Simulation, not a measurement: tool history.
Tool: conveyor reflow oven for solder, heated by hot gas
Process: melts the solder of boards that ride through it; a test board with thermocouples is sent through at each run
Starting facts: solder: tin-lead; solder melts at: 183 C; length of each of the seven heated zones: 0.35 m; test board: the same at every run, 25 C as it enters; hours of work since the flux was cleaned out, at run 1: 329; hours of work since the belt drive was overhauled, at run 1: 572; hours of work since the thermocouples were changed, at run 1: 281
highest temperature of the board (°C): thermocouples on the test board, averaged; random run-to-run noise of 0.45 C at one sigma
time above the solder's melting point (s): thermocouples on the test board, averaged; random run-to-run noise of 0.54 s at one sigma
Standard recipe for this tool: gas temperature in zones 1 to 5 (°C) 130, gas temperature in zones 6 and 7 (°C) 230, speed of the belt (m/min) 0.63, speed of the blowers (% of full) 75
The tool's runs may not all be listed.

run     day  gas temperature in zones 1 to 5 (°C)  gas temperature in zones 6 and 7 (°C)  speed of the belt (m/min)  speed of the blowers (% of full)  hours of work since the flux was cleaned out  hours of work since the belt drive was overhauled  hours of work since the thermocouples were changed  highest temperature of the board (°C)  time above the solder's melting point (s)
  1       0                                   130                                    230                       0.63                                75                                           329                                                572                                                 281                                  204.2                                       36.3
  2   2.958                                   130                                    230                       0.63                                75                                           365                                                608                                                 316                                  205.4                                         36
  3   5.096                                   130                                    230                       0.63                                75                                           391                                                634                                                 342                                  204.1                                       35.7
      5.517  -- flux residue cleaned out of gas plates and filters
  4   8.225                                   130                                    230                       0.63                                75                                            33                                                669                                                 378                                  208.2                                       40.7
  5   9.662                                   130                                    230                       0.63                                75                                            50                                                686                                                 395                                  207.8                                       39.9
  6  10.883                                   130                                    230                       0.63                                75                                            65                                                701                                                 410                                  207.3                                       40.3
  7  12.971                                   130                                    230                       0.63                                75                                            90                                                726                                                 435                                  207.4                                       40.1
  8  14.333                                   130                                    230                       0.63                                56                                           107                                                743                                                 451                                  198.5                                       28.5
  9    17.1                                   130                                    230                       0.63                                56                                           140                                                776                                                 485                                  197.5                                       26.9
 10  18.771                                   143                                    228                       0.63                                60                                           160                                                796                                                 505                                  202.3                                         37
 11  20.983                                   143                                    228                       0.63                                60                                           187                                                823                                                 532                                  202.4                                       36.3
 12  23.746                                   143                                    224                      0.529                                54                                           220                                                857                                                 565                                  203.3                                       45.6
 13  24.954                                   143                                    240                      0.529                                54                                           235                                                871                                                 580                                  214.4                                       59.9
 14  27.492                                   143                                    240                      0.529                                53                                           266                                                902                                                 611                                  213.7                                       57.8
 15  28.704                                   122                                    220                      0.683                                65                                           280                                                917                                                 625                                  188.8                                       10.5

Consider 5 possible next runs. They are alternatives, not a sequence: every one starts from the tool as it was left by run 15. What does each give?
  A  30.183                                   119                                    242                      0.714                                65                                           298                                                934                                                 643                                      ?                                          ?
  B  30.183                                   139                                    229                      0.528                                75                                           298                                                934                                                 643                                      ?                                          ?
  C  30.183                                   127                                    229                       0.63                                64                                           298                                                934                                                 643                                      ?                                          ?
  D  30.183                                   134                                    244                      0.742                                75                                           298                                                934                                                 643                                      ?                                          ?
  E  30.183                                   124                                    243                      0.596                                75                                           298                                                934                                                 643                                      ?                                          ?

run  highest temperature of the board (°C)  time above the solder's melting point (s)
  A                                  201.8                                       24.6
  B                                  213.1                                       57.2
  C                                  199.5                                       30.4
  D                                  210.1                                       36.2
  E                                  216.7                                       48.7
With no hidden state in the tool, these same runs would have given:
run  highest temperature of the board (°C)  time above the solder's melting point (s)
  A                                    204                                       26.2
  B                                  214.8                                       57.6
  C                                  201.3                                         32
  D                                  212.5                                       37.2
  E                                  218.9                                       49.3
